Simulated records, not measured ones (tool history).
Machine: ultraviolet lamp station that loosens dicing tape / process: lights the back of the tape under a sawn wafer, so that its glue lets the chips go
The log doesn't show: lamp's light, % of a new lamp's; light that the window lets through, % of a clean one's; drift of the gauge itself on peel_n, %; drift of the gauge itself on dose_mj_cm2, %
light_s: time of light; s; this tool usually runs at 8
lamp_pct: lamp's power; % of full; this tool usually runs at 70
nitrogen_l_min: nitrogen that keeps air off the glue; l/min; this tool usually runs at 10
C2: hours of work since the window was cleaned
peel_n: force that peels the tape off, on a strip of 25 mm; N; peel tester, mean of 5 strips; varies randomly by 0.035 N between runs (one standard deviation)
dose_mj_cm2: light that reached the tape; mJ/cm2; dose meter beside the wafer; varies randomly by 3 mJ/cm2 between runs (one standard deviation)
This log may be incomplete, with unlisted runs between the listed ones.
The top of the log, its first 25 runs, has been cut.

{"run": 26, "hour": 501.1, "light_s": 7, "lamp_pct": 70, "nitrogen_l_min": 3, "hours of work of the lamp": 401, "C2": 214, "peel_n": 5.011, "dose_mj_cm2": 317}
{"run": 27, "hour": 520.9, "light_s": 7, "lamp_pct": 70, "nitrogen_l_min": 3, "hours of work of the lamp": 410, "C2": 223, "peel_n": 4.666, "dose_mj_cm2": 310}
{"run": 28, "hour": 546.2, "light_s": 11, "lamp_pct": 90, "nitrogen_l_min": 19, "hours of work of the lamp": 422, "C2": 235, "peel_n": 0.592, "dose_mj_cm2": 629}
{"run": 29, "hour": 559.8, "light_s": 11, "lamp_pct": 90, "nitrogen_l_min": 19, "hours of work of the lamp": 428, "C2": 241, "peel_n": 0.584, "dose_mj_cm2": 627}
{"run": 30, "hour": 587.0, "light_s": 6, "lamp_pct": 75, "nitrogen_l_min": 19, "hours of work of the lamp": 441, "C2": 254, "peel_n": 2.73, "dose_mj_cm2": 283}
{"run": 31, "hour": 614.5, "light_s": 9, "lamp_pct": 68, "nitrogen_l_min": 10, "hours of work of the lamp": 454, "C2": 266, "peel_n": 2.355, "dose_mj_cm2": 381}
{"run": 32, "hour": 626.8, "light_s": 4, "lamp_pct": 73, "nitrogen_l_min": 13, "hours of work of the lamp": 460, "C2": 272, "peel_n": 4.978, "dose_mj_cm2": 178}
{"run": 33, "hour": 639.3, "light_s": 7, "lamp_pct": 64, "nitrogen_l_min": 10, "hours of work of the lamp": 465, "C2": 278, "peel_n": 3.703, "dose_mj_cm2": 272}

Each row is a separate what-if for the run after 33, all from the same tool condition, not one after another. Results?
{"run": "A", "hour": 652.9, "light_s": 8, "lamp_pct": 87, "nitrogen_l_min": 3, "hours of work of the lamp": 472, "C2": 284, "peel_n": "?", "dose_mj_cm2": "?"}
{"run": "B", "hour": 652.9, "light_s": 15, "lamp_pct": 93, "nitrogen_l_min": 6, "hours of work of the lamp": 472, "C2": 284, "peel_n": "?", "dose_mj_cm2": "?"}
{"run": "C", "hour": 652.9, "light_s": 8, "lamp_pct": 96, "nitrogen_l_min": 10, "hours of work of the lamp": 472, "C2": 284, "peel_n": "?", "dose_mj_cm2": "?"}
{"run": "D", "hour": 652.9, "light_s": 7, "lamp_pct": 83, "nitrogen_l_min": 10, "hours of work of the lamp": 472, "C2": 284, "peel_n": "?", "dose_mj_cm2": "?"}
{"run": "E", "hour": 652.9, "light_s": 8, "lamp_pct": 70, "nitrogen_l_min": 8, "hours of work of the lamp": 472, "C2": 284, "peel_n": "?", "dose_mj_cm2": "?"}

run=A peel_n=3.609 dose_mj_cm2=423
run=B peel_n=0.656 dose_mj_cm2=842
run=C peel_n=1.603 dose_mj_cm2=467
run=D peel_n=2.584 dose_mj_cm2=352
run=E peel_n=2.997 dose_mj_cm2=341
Without the tool's hidden state the same runs would have given:
run=A peel_n=2.491 dose_mj_cm2=558
run=B peel_n=0.358 dose_mj_cm2=1113
run=C peel_n=0.911 dose_mj_cm2=618
run=D peel_n=1.623 dose_mj_cm2=465
run=E peel_n=1.966 dose_mj_cm2=450
